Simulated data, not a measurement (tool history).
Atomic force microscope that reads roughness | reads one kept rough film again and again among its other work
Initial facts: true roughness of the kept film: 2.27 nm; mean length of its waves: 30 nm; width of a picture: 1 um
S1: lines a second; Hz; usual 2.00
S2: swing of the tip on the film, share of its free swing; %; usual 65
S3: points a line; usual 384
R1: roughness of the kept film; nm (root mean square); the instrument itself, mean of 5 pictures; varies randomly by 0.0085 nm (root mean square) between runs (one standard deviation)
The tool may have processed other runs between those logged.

run   hour    S1  S2   S3     R1
  1    0.0  2.00  65  384  1.742
  2   42.7  2.00  65  384  1.683
      47.4  -- new tip fitted
  3   64.5  2.00  65  972  1.855
  4  102.4  2.00  65  972  1.797
  5  126.2  2.00  65  972  1.768
  6  162.3  2.00  65  972  1.716
     174.6  -- new tip fitted
  7  213.0  2.00  65  384  1.818
  8  262.5  2.00  65  384  1.729
     300.5  -- new tip fitted
  9  300.5  2.00  83  414  1.650
 10  342.8  0.55  65  564  1.935
 11  376.9  0.55  65  564  1.881
 12  424.3  3.37  63  572  1.626
     428.9  -- new tip fitted
 13  461.1  3.95  89  816  1.230
 14  509.4  3.95  89  816  1.186
 15  542.7  3.95  89  816  1.155
     557.4  -- new tip fitted
 16  580.1  0.54  80  384  1.906

Here are 4 independent what-if runs from the current tool condition. What would each one return?
  A  623.7  2.64  69  269   ?
  B  623.7  0.54  80  356   ?
  C  623.7  2.00  56  901   ?
  D  623.7  0.54  59  348   ?

run     R1
  A  1.671
  B  1.835
  C  1.876
  D  1.919
What these runs would have given with no unlogged condition in the tool:
run     R1
  A  1.762
  B  1.935
  C  1.977
  D  2.023
